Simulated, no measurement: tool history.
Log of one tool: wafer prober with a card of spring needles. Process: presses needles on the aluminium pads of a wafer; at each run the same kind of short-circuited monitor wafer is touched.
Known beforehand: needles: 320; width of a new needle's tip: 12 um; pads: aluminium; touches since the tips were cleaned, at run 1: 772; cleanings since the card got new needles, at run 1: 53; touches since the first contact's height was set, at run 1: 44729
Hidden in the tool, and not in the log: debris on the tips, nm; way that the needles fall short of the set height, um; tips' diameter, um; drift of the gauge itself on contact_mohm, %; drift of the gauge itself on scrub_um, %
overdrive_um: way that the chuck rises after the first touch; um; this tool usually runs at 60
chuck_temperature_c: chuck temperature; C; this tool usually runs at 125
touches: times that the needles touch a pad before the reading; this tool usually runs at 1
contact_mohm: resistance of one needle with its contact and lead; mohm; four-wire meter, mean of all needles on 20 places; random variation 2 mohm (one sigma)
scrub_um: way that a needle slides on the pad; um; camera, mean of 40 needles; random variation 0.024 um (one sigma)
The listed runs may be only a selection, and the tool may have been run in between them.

run   hour  overdrive_um  chuck_temperature_c  touches  touches since the tips were cleaned  cleanings since the card got new needles  touches since the first contact's height was set  contact_mohm  scrub_um
  1      0            60                  125        1                                  772                                        53                                             44729           238      7.77
         8  -- tips cleaned on abrasive film
      18.9  -- tips cleaned on abrasive film
  2   24.6            60                  125        1                                 2055                                        55                                             53476           259      7.71
      29.4  -- tips cleaned on abrasive film
      40.4  -- tips cleaned on abrasive film
        52  -- tips cleaned on abrasive film
  3   57.7            60                  125        1                                 2052                                        58                                             65230           254      7.64
      61.9  -- tips cleaned on abrasive film
      71.9  -- tips cleaned on abrasive film
  4   77.2            60                  125        1                                 1881                                        60                                             72127           255      7.61
        82  -- tips cleaned on abrasive film
      92.2  -- tips cleaned on abrasive film
  5   92.2            60                  125        1                                    0                                        62                                             77439           231      7.63
       103  -- tips cleaned on abrasive film
     112.9  -- tips cleaned on abrasive film
  6  112.9            60                   76        1                                    0                                        64                                             84768           215      7.61
     119.2  -- tips cleaned on abrasive film, once more
     119.5  -- height of the first contact set anew
  7    127            60                  125        1                                 2683                                        65                                              2683           262      7.93
     129.4  -- tips cleaned on abrasive film
     140.6  -- tips cleaned on abrasive film
     151.1  -- tips cleaned on abrasive film
  8  154.1            60                  125        1                                 1092                                        68                                             12309           240       7.9
       161  -- tips cleaned on abrasive film
     172.6  -- tips cleaned on abrasive film
     182.6  -- tips cleaned on abrasive film
  9  182.6            60                  125        1                                    0                                        71                                             22403           222      7.87
     193.9  -- tips cleaned on abrasive film
 10  202.9            79                  125        1                                 3205                                        72                                             29624           246     10.34
     205.1  -- tips cleaned on abrasive film
     215.4  -- tips cleaned on abrasive film
     226.3  -- tips cleaned on abrasive film
 11  232.2            60                  125        1                                 2109                                        75                                             40035           261      7.86
       236  -- tips cleaned on abrasive film
     246.5  -- tips cleaned on abrasive film
     257.6  -- tips cleaned on abrasive film
 12    260            60                  125        1                                  865                                        78                                             49888           242      7.78
     268.6  -- tips cleaned on abrasive film
     278.5  -- tips cleaned on abrasive film
 13  284.3            60                  125        1                                 2077                                        80                                             58501           262      7.71
     288.7  -- tips cleaned on abrasive film
     298.4  -- tips cleaned on abrasive film
     310.3  -- tips cleaned on abrasive film
 14    311            60                   56        2                                  263                                        83                                             67985           216      7.67
     320.7  -- tips cleaned on abrasive film
 15  325.4            60                   56        2                                 1704                                        84                                             73110           232      7.67
     332.4  -- tips cleaned on abrasive film
     343.3  -- tips cleaned on abrasive film
 16  350.1            51                   45        2                                 2412                                        86                                             81867           250      6.43
     354.8  -- tips cleaned on abrasive film
     365.9  -- tips cleaned on abrasive film
     366.2  -- height of the first contact set anew
 17  371.7            51                   45        2                                 1998                                        88                                              1998           242      6.72
     375.8  -- tips cleaned on abrasive film
     385.6  -- tips cleaned on abrasive film
 18  385.6            42                   28        2                                    0                                        90                                              6875           213      5.49
     396.2  -- tips cleaned on abrasive film
 19  400.7            43                  125        1                                 1615                                        91                                             12278           287      5.66
     406.8  -- tips cleaned on abrasive film
     417.2  -- tips cleaned on abrasive film
 20  425.6            43                  125        1                                 3012                                        93                                             21127           319      5.57

Here are 5 independent what-if runs from the current tool condition. What would each one return?
     427.9  -- tips cleaned on abrasive film
     438.3  -- tips cleaned on abrasive film
  A  441.2            60                  101        1                                 1028                                        95                                             26613             ?         ?
     427.9  -- tips cleaned on abrasive film
     438.3  -- tips cleaned on abrasive film
  B  441.2            43                  125        1                                 1028                                        95                                             26613             ?         ?
     427.9  -- tips cleaned on abrasive film
     438.3  -- tips cleaned on abrasive film
  C  441.2            60                  125        1                                 1028                                        95                                             26613             ?         ?
     427.9  -- tips cleaned on abrasive film
     438.3  -- tips cleaned on abrasive film
  D  441.2            78                   34        2                                 1028                                        95                                             26613             ?         ?
     427.9  -- tips cleaned on abrasive film
     438.3  -- tips cleaned on abrasive film
  E  441.2            75                   86        2                                 1028                                        95                                             26613             ?         ?

run  contact_mohm  scrub_um
  A           245      7.87
  B           282      5.57
  C           248      7.88
  D           204     10.24
  E           220      9.84
Stripped of hidden state, with their random variation kept, the same runs would have yielded:
run  contact_mohm  scrub_um
  A           216      7.97
  B           231      5.68
  C           220      7.98
  D           192     10.35
  E           207      9.95
